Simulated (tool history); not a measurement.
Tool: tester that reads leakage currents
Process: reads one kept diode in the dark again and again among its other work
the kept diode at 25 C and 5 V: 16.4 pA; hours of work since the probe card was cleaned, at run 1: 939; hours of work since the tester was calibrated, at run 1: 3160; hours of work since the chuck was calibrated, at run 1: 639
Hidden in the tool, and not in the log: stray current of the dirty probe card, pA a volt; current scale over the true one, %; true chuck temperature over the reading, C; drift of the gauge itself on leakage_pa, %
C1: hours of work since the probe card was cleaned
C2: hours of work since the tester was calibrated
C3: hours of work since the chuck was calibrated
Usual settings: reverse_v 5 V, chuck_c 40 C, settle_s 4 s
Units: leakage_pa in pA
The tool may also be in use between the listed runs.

{"run": 1, "hour": 0.0, "reverse_v": 5, "chuck_c": 40, "settle_s": 4, "C1": 939, "C2": 3160, "C3": 639, "leakage_pa": 58.07}
{"run": 2, "hour": 73.5, "reverse_v": 5, "chuck_c": 40, "settle_s": 4, "C1": 985, "C2": 3206, "C3": 685, "leakage_pa": 58.52}
{"run": 3, "hour": 199.9, "reverse_v": 5, "chuck_c": 40, "settle_s": 4, "C1": 1063, "C2": 3284, "C3": 764, "leakage_pa": 59.04}
{"hour": 276.3, "done": "chuck's temperature calibrated"}
{"run": 4, "hour": 299.6, "reverse_v": 1.08, "chuck_c": 40, "settle_s": 4, "C1": 1124, "C2": 3345, "C3": 15, "leakage_pa": 21.89}
{"run": 5, "hour": 383.0, "reverse_v": 5, "chuck_c": 40, "settle_s": 8.7, "C1": 1176, "C2": 3397, "C3": 66, "leakage_pa": 55.6}
{"run": 6, "hour": 485.3, "reverse_v": 5, "chuck_c": 24, "settle_s": 4, "C1": 1240, "C2": 3461, "C3": 130, "leakage_pa": 19.91}
{"run": 7, "hour": 646.0, "reverse_v": 5, "chuck_c": 24, "settle_s": 4, "C1": 1340, "C2": 3561, "C3": 230, "leakage_pa": 20.37}
{"run": 8, "hour": 801.8, "reverse_v": 5, "chuck_c": 53, "settle_s": 4, "C1": 1437, "C2": 3658, "C3": 328, "leakage_pa": 134.2}
{"run": 9, "hour": 882.7, "reverse_v": 5, "chuck_c": 53, "settle_s": 4, "C1": 1488, "C2": 3709, "C3": 378, "leakage_pa": 133.92}
{"run": 10, "hour": 951.3, "reverse_v": 5, "chuck_c": 53, "settle_s": 4, "C1": 1531, "C2": 3751, "C3": 421, "leakage_pa": 135.36}
{"run": 11, "hour": 1081.1, "reverse_v": 5, "chuck_c": 40, "settle_s": 0.53, "C1": 1612, "C2": 3832, "C3": 502, "leakage_pa": 60.36}
{"run": 12, "hour": 1176.5, "reverse_v": 5, "chuck_c": 40, "settle_s": 0.53, "C1": 1671, "C2": 3892, "C3": 561, "leakage_pa": 60.98}
{"run": 13, "hour": 1305.7, "reverse_v": 5, "chuck_c": 40, "settle_s": 4, "C1": 1752, "C2": 3972, "C3": 642, "leakage_pa": 60.3}
{"run": 14, "hour": 1435.6, "reverse_v": 5, "chuck_c": 40, "settle_s": 4, "C1": 1832, "C2": 4053, "C3": 723, "leakage_pa": 60.93}
{"run": 15, "hour": 1566.5, "reverse_v": 5, "chuck_c": 40, "settle_s": 4, "C1": 1914, "C2": 4135, "C3": 804, "leakage_pa": 61.58}
{"hour": 1577.5, "done": "chuck's temperature calibrated"}
{"run": 16, "hour": 1647.4, "reverse_v": 5, "chuck_c": 40, "settle_s": 4, "C1": 1963, "C2": 4184, "C3": 44, "leakage_pa": 58.8}
{"run": 17, "hour": 1782.6, "reverse_v": 5, "chuck_c": 40, "settle_s": 4, "C1": 2048, "C2": 4268, "C3": 128, "leakage_pa": 59.24}
{"run": 18, "hour": 1894.0, "reverse_v": 5, "chuck_c": 40, "settle_s": 4, "C1": 2117, "C2": 4338, "C3": 197, "leakage_pa": 59.83}
{"run": 19, "hour": 2056.1, "reverse_v": 5, "chuck_c": 40, "settle_s": 0.83, "C1": 2218, "C2": 4439, "C3": 298, "leakage_pa": 61.29}
{"run": 20, "hour": 2139.0, "reverse_v": 2.24, "chuck_c": 43, "settle_s": 3.27, "C1": 2270, "C2": 4491, "C3": 350, "leakage_pa": 44.88}
{"run": 21, "hour": 2221.7, "reverse_v": 2.24, "chuck_c": 43, "settle_s": 3.27, "C1": 2321, "C2": 4542, "C3": 402, "leakage_pa": 44.99}
{"hour": 2231.3, "done": "tester calibrated"}
{"run": 22, "hour": 2373.9, "reverse_v": 2.24, "chuck_c": 43, "settle_s": 3.27, "C1": 2415, "C2": 89, "C3": 495, "leakage_pa": 45.64}
{"run": 23, "hour": 2518.8, "reverse_v": 5.72, "chuck_c": 40, "settle_s": 4, "C1": 2505, "C2": 179, "C3": 586, "leakage_pa": 68.76}
{"run": 24, "hour": 2647.1, "reverse_v": 17.65, "chuck_c": 45, "settle_s": 0.38, "C1": 2585, "C2": 259, "C3": 665, "leakage_pa": 201.31}
{"run": 25, "hour": 2745.2, "reverse_v": 17.65, "chuck_c": 45, "settle_s": 0.38, "C1": 2646, "C2": 320, "C3": 727, "leakage_pa": 203.74}
{"run": 26, "hour": 2844.9, "reverse_v": 5.47, "chuck_c": 53, "settle_s": 0.6, "C1": 2708, "C2": 383, "C3": 789, "leakage_pa": 153.95}
{"hour": 2881.9, "done": "chuck's temperature calibrated"}
{"run": 27, "hour": 2969.1, "reverse_v": 5.47, "chuck_c": 53, "settle_s": 0.6, "C1": 2785, "C2": 459, "C3": 54, "leakage_pa": 148.13}
{"hour": 3040.5, "done": "tester calibrated, once more"}
{"run": 28, "hour": 3088.8, "reverse_v": 5.16, "chuck_c": 34, "settle_s": 7.78, "C1": 2858, "C2": 30, "C3": 128, "leakage_pa": 44.23}
{"run": 29, "hour": 3237.2, "reverse_v": 5.16, "chuck_c": 51, "settle_s": 7.78, "C1": 2951, "C2": 123, "C3": 220, "leakage_pa": 124.84}
{"run": 30, "hour": 3390.9, "reverse_v": 5, "chuck_c": 56, "settle_s": 1.96, "C1": 3046, "C2": 218, "C3": 316, "leakage_pa": 166.67}
{"run": 31, "hour": 3486.1, "reverse_v": 2.52, "chuck_c": 28, "settle_s": 1.96, "C1": 3106, "C2": 278, "C3": 375, "leakage_pa": 20.17}
{"run": 32, "hour": 3608.4, "reverse_v": 2.52, "chuck_c": 28, "settle_s": 1.96, "C1": 3182, "C2": 354, "C3": 452, "leakage_pa": 20.36}
{"run": 33, "hour": 3682.5, "reverse_v": 2.52, "chuck_c": 28, "settle_s": 1.96, "C1": 3228, "C2": 400, "C3": 498, "leakage_pa": 20.53}

Measured less the same run without the tool's hidden state. The same run-to-run variation is in both; the gauge's scatter may not be:
run=1 leakage_pa=+6.74
run=2 leakage_pa=+7.1
run=3 leakage_pa=+7.72
run=4 leakage_pa=+0.89
run=5 leakage_pa=+4.4
run=6 leakage_pa=+4.45
run=7 leakage_pa=+4.94
run=8 leakage_pa=+8.34
run=9 leakage_pa=+8.92
run=10 leakage_pa=+9.52
run=11 leakage_pa=+7.71
run=12 leakage_pa=+8.21
run=13 leakage_pa=+8.8
run=14 leakage_pa=+9.42
run=15 leakage_pa=+10.12
run=16 leakage_pa=+7.37
run=17 leakage_pa=+7.99
run=18 leakage_pa=+8.56
run=19 leakage_pa=+9.32
run=20 leakage_pa=+4.95
run=21 leakage_pa=+5.2
run=22 leakage_pa=+5.77
run=23 leakage_pa=+13.21
run=24 leakage_pa=+41.84
run=25 leakage_pa=+43.52
run=26 leakage_pa=+19.85
run=27 leakage_pa=+14.1
run=28 leakage_pa=+10.59
run=29 leakage_pa=+12.59
run=30 leakage_pa=+14.17
run=31 leakage_pa=+5.9
run=32 leakage_pa=+6.14
run=33 leakage_pa=+6.27

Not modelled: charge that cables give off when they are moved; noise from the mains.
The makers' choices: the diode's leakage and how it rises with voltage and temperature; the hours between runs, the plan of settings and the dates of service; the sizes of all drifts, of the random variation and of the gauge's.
